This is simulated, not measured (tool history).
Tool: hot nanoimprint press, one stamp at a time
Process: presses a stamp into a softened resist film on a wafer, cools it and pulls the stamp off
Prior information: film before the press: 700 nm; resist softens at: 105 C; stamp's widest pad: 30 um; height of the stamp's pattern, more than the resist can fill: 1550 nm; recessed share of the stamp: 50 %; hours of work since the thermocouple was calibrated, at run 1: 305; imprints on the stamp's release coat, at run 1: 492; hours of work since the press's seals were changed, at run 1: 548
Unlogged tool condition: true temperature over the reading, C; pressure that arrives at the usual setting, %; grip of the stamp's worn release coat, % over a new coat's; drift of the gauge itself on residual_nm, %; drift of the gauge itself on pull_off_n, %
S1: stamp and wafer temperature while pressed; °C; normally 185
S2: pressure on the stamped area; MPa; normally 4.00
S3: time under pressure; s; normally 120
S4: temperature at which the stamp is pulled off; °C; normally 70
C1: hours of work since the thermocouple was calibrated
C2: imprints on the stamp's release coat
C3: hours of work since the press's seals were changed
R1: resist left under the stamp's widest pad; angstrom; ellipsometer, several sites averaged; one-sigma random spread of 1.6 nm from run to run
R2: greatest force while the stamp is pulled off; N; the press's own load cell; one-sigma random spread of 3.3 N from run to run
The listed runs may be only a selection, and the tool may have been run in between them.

run,day,S1,S2,S3,S4,C1,C2,C3,R1,R2
1,0.000,185,4.00,120,70,305,492,548,2675,191
2,1.521,185,4.00,120,70,323,615,566,2666,191
3,2.738,185,4.00,120,70,337,713,580,2672,208
# day 3.388: plate thermocouple calibrated
4,4.275,185,4.00,120,72,11,828,597,2502,200
5,5.375,185,4.00,120,72,24,917,610,2489,214
6,6.858,185,4.00,120,72,41,1037,628,2511,214
7,8.262,185,4.00,120,72,58,1151,645,2529,227
8,9.612,185,4.78,120,70,74,1261,661,2326,238
# day 10.508: stamp cleaned and given a new release coat
9,10.800,185,4.78,120,70,86,24,672,2335,153
10,11.750,185,4.78,120,70,97,100,684,2360,162
11,12.767,185,4.00,183,70,109,183,696,2132,165
12,13.967,185,4.00,183,70,123,280,710,2108,180
13,15.171,185,3.14,120,70,138,378,724,2864,176
14,16.529,185,3.14,120,70,154,488,741,2873,188
15,17.954,185,6.02,120,70,171,603,758,2095,196
16,18.621,185,6.02,120,70,179,657,766,2141,198
17,20.012,185,6.02,120,70,196,770,782,2121,216
18,21.171,185,6.02,120,70,209,864,796,2131,211
19,21.975,189,4.00,116,70,219,929,806,2165,220
20,23.504,189,4.00,116,70,237,1053,824,2154,230
21,24.750,194,3.50,167,76,252,1154,839,1554,209
22,26.071,194,3.50,167,76,268,1261,855,1551,223
# day 26.950: stamp cleaned and given a new release coat
23,27.246,185,4.89,158,68,279,24,866,2156,164
24,27.996,185,5.89,77,58,288,85,875,2638,190
25,29.508,196,2.96,120,70,306,207,893,1774,172
26,30.308,196,2.96,120,70,315,272,902,1808,174
27,31.900,196,2.96,120,70,335,401,921,1791,181
# day 32.750: plate thermocouple calibrated
28,33.492,185,3.57,65,64,9,520,939,3326,204
29,35.017,185,3.57,69,64,27,644,957,3325,214

Some steps in R1 between neighbouring runs. How much of each would the tool show without its hidden state too (settings, what came in, random variation), and how much is left for the hidden state, with any gauge scatter that isn't in both results?
Run 3 -> 4: S4 70 -> 72, plate thermocouple calibrated. R1 -170 angstrom: hidden state -165, all else -5.
Run 24 -> 25: S1 185 -> 196, S2 5.89 -> 2.96, S3 77 -> 120, S4 58 -> 70. R1 -864 angstrom: hidden state -78, all else -786.
Run 27 -> 28: S1 196 -> 185, S2 2.96 -> 3.57, S3 120 -> 65, S4 70 -> 64, plate thermocouple calibrated. R1 +1535 angstrom: hidden state -86, all else +1621.

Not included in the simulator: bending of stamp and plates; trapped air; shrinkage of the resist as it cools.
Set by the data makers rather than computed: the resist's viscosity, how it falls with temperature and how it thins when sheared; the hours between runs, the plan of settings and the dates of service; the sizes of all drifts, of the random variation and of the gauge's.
